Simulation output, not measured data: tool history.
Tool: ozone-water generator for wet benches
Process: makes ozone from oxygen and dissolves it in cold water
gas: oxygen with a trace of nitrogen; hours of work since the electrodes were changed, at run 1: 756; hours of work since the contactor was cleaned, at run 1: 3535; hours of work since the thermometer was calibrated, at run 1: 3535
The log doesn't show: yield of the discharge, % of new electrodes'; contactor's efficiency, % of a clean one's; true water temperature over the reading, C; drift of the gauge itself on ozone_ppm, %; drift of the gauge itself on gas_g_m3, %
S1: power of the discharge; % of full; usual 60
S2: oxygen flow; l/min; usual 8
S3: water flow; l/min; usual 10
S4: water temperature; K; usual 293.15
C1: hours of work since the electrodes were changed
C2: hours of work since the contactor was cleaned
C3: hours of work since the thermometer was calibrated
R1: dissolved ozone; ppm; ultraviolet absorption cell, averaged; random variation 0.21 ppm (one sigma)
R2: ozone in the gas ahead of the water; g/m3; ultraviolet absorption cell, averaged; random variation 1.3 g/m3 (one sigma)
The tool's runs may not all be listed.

Run 1, hour 0: usual settings; C1 756; C2 3535; C3 3535. Result: R1 29.9 ppm, R2 232.1 g/m3.
Run 2, hour 43: usual settings but S2 6.43 l/min; C1 797; C2 3576; C3 3576. Result: R1 31.9 ppm, R2 263.2 g/m3.
Run 3, hour 77.3: usual settings but S2 6.43 l/min; C1 829; C2 3608; C3 3608. Result: R1 31.6 ppm, R2 262 g/m3.
Run 4, hour 118.8: usual settings; C1 869; C2 3648; C3 3648. Result: R1 29.9 ppm, R2 230.2 g/m3.
Run 5, hour 141: usual settings but S3 15 l/min; C1 890; C2 3669; C3 3669. Result: R1 22.3 ppm, R2 229.5 g/m3.
Run 6, hour 192.3: usual settings but S3 15 l/min; C1 938; C2 3717; C3 3717. Result: R1 22 ppm, R2 231.4 g/m3.
Run 7, hour 219.4: usual settings; C1 964; C2 3743; C3 3743. Result: R1 30 ppm, R2 230.8 g/m3.
Run 8, hour 264.4: usual settings but S2 11.11 l/min; C1 1006; C2 3785; C3 3785. Result: R1 27 ppm, R2 191.8 g/m3.
Run 9, hour 312.4: usual settings but S2 11.11 l/min; C1 1051; C2 3830; C3 3830. Result: R1 26.8 ppm, R2 191.5 g/m3.
Run 10, hour 353.4: usual settings; C1 1090; C2 3869; C3 3869. Result: R1 29.6 ppm, R2 229.7 g/m3.
Run 11, hour 403.6: usual settings; C1 1138; C2 3917; C3 3917. Result: R1 29.8 ppm, R2 228.4 g/m3.
Run 12, hour 434.5: usual settings; C1 1167; C2 3946; C3 3946. Result: R1 30 ppm, R2 230.1 g/m3.
Run 13, hour 462.2: usual settings but S2 13.18 l/min; C1 1193; C2 3972; C3 3972. Result: R1 25.2 ppm, R2 171.5 g/m3.
Run 14, hour 510.9: usual settings but S2 9.93 l/min; C1 1239; C2 4018; C3 4018. Result: R1 27.5 ppm, R2 204.3 g/m3.
Run 15, hour 536: usual settings but S2 9.93 l/min; C1 1263; C2 4042; C3 4042. Result: R1 27.9 ppm, R2 201.5 g/m3.
Run 16, hour 574.5: usual settings but S2 9.93 l/min; C1 1299; C2 4078; C3 4078. Result: R1 27.5 ppm, R2 202.7 g/m3.
Run 17, hour 606.6: usual settings but S1 69 % of full, S2 6.59 l/min, S3 8 l/min; C1 1329; C2 4108; C3 4108. Result: R1 39.9 ppm, R2 282.1 g/m3.
Run 18, hour 650: usual settings but S3 8 l/min; C1 1370; C2 4149; C3 4149. Result: R1 33.9 ppm, R2 230.1 g/m3.
Run 19, hour 695.9: usual settings but S1 63 % of full, S2 12.35 l/min, S3 8 l/min, S4 298.15 K; C1 1414; C2 4193; C3 4193. Result: R1 25.9 ppm, R2 184.2 g/m3.
Run 20, hour 748.4: usual settings but S1 63 % of full, S2 12.35 l/min, S3 8 l/min, S4 298.15 K; C1 1463; C2 4242; C3 4242. Result: R1 26.2 ppm, R2 185.7 g/m3.
Run 21, hour 787.7: usual settings but S1 63 % of full, S2 12.35 l/min, S3 8 l/min, S4 298.15 K; C1 1500; C2 4279; C3 4279. Result: R1 25.9 ppm, R2 184.2 g/m3.
Run 22, hour 827.9: usual settings but S1 63 % of full, S2 4.46 l/min, S3 8 l/min, S4 298.15 K; C1 1538; C2 4317; C3 4317. Result: R1 37 ppm, R2 325.6 g/m3.
Run 23, hour 859: usual settings; C1 1568; C2 4347; C3 4347. Result: R1 29.4 ppm, R2 228.7 g/m3.
Run 24, hour 901.7: usual settings but S1 77 % of full, S2 10.78 l/min, S3 7 l/min, S4 289.15 K; C1 1608; C2 4387; C3 4387. Result: R1 42.6 ppm, R2 227.7 g/m3.
Run 25, hour 942.2: usual settings but S1 77 % of full, S2 10.78 l/min, S3 7 l/min, S4 289.15 K; C1 1646; C2 4425; C3 4425. Result: R1 42.9 ppm, R2 228.7 g/m3.
Run 26, hour 978.7: usual settings but S1 99 % of full; C1 1681; C2 4460; C3 4460. Result: R1 41 ppm, R2 319.6 g/m3.
Run 27, hour 1018.3: usual settings but S3 6 l/min; C1 1718; C2 4497; C3 4497. Result: R1 39 ppm, R2 226.9 g/m3.

Forecast run 28:
Run 28, hour 1049.6: usual settings but S1 86 % of full, S2 4.7 l/min; C1 1748; C2 4527; C3 4527. Result: R1 ?, R2 ?.

{"run 28": {"R1": 42.2, "R2": 388.9}}
Without the tool's hidden state the same run would have given R1 45.5 ppm, R2 406.3 g/m3.
